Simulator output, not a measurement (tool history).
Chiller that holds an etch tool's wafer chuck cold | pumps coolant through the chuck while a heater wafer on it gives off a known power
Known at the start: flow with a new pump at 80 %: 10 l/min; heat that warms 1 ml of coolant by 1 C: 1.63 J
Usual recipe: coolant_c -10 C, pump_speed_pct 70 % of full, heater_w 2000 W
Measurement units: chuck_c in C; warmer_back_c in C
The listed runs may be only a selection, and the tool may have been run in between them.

run 1 day=0.000 | coolant_c=-10 pump_speed_pct=70 heater_w=2000 | chuck_c=14.9 warmer_back_c=8.29
run 2 day=3.921 | coolant_c=-13 pump_speed_pct=70 heater_w=2000 | chuck_c=12.1 warmer_back_c=8.38
-- day=6.383 coolant changed, channels flushed
run 3 day=7.979 | coolant_c=-13 pump_speed_pct=70 heater_w=2000 | chuck_c=12.0 warmer_back_c=8.40
run 4 day=10.071 | coolant_c=-13 pump_speed_pct=70 heater_w=2000 | chuck_c=11.7 warmer_back_c=8.41
run 5 day=13.438 | coolant_c=-13 pump_speed_pct=70 heater_w=2000 | chuck_c=11.8 warmer_back_c=8.44
run 6 day=15.312 | coolant_c=-13 pump_speed_pct=70 heater_w=2000 | chuck_c=11.8 warmer_back_c=8.32
run 7 day=18.404 | coolant_c=-13 pump_speed_pct=70 heater_w=2000 | chuck_c=11.8 warmer_back_c=8.31
run 8 day=21.821 | coolant_c=-10 pump_speed_pct=70 heater_w=2000 | chuck_c=14.8 warmer_back_c=8.37
run 9 day=23.708 | coolant_c=-10 pump_speed_pct=69 heater_w=2000 | chuck_c=15.3 warmer_back_c=8.42
run 10 day=25.571 | coolant_c=-10 pump_speed_pct=69 heater_w=2000 | chuck_c=15.1 warmer_back_c=8.46
run 11 day=29.125 | coolant_c=-11 pump_speed_pct=69 heater_w=2000 | chuck_c=14.1 warmer_back_c=8.44
run 12 day=32.712 | coolant_c=-10 pump_speed_pct=70 heater_w=2000 | chuck_c=14.8 warmer_back_c=8.35
run 13 day=36.542 | coolant_c=-4 pump_speed_pct=70 heater_w=1085 | chuck_c=9.3 warmer_back_c=4.42
run 14 day=39.575 | coolant_c=-19 pump_speed_pct=70 heater_w=2505 | chuck_c=12.1 warmer_back_c=10.40
run 15 day=42.696 | coolant_c=-6 pump_speed_pct=89 heater_w=2933 | chuck_c=24.3 warmer_back_c=9.74
run 16 day=46.092 | coolant_c=-6 pump_speed_pct=84 heater_w=2933 | chuck_c=25.8 warmer_back_c=10.12
run 17 day=49.092 | coolant_c=-6 pump_speed_pct=84 heater_w=2933 | chuck_c=25.5 warmer_back_c=10.20
run 18 day=51.133 | coolant_c=-6 pump_speed_pct=84 heater_w=2933 | chuck_c=25.7 warmer_back_c=10.19
run 19 day=54.879 | coolant_c=-10 pump_speed_pct=70 heater_w=2825 | chuck_c=25.1 warmer_back_c=11.72
run 20 day=58.804 | coolant_c=-3 pump_speed_pct=85 heater_w=2022 | chuck_c=18.6 warmer_back_c=6.87
run 21 day=61.462 | coolant_c=-9 pump_speed_pct=79 heater_w=2105 | chuck_c=14.8 warmer_back_c=7.69
run 22 day=65.350 | coolant_c=-8 pump_speed_pct=93 heater_w=2491 | chuck_c=16.7 warmer_back_c=7.75
run 23 day=67.283 | coolant_c=0 pump_speed_pct=98 heater_w=2378 | chuck_c=22.9 warmer_back_c=6.97
run 24 day=70.642 | coolant_c=-10 pump_speed_pct=62 heater_w=1168 | chuck_c=6.1 warmer_back_c=5.29

A few steps of warmer_back_c between consecutive runs. Split each: what settings, incoming material and random variation would produce without the hidden state, and what is left over for the hidden state, along with gauge scatter present in only one of the two compared results (measured, and without hidden state):
Hidden state at play: heat passed by the chuck's channels, % of clean ones'; flow at a given pump speed, % of a new pump's; coolant's true temperature over the reading, C; drift of the gauge itself on chuck_c, C; drift of the gauge itself on warmer_back_c, C.
Run 2 -> 3: coolant changed, channels flushed. warmer_back_c +0.02 C: hidden state -0.02, all else +0.04.
Run 4 -> 5: no setting changed, nothing entered. warmer_back_c +0.03 C: hidden state -0.02, all else +0.05.
Run 13 -> 14: coolant_c -4 -> -19, heater_w 1085 -> 2505. warmer_back_c +5.98 C: hidden state -0.01, all else +5.99.
Run 19 -> 20: coolant_c -10 -> -3, pump_speed_pct 70 -> 85, heater_w 2825 -> 2022. warmer_back_c -4.85 C: hidden state -0.01, all else -4.84.
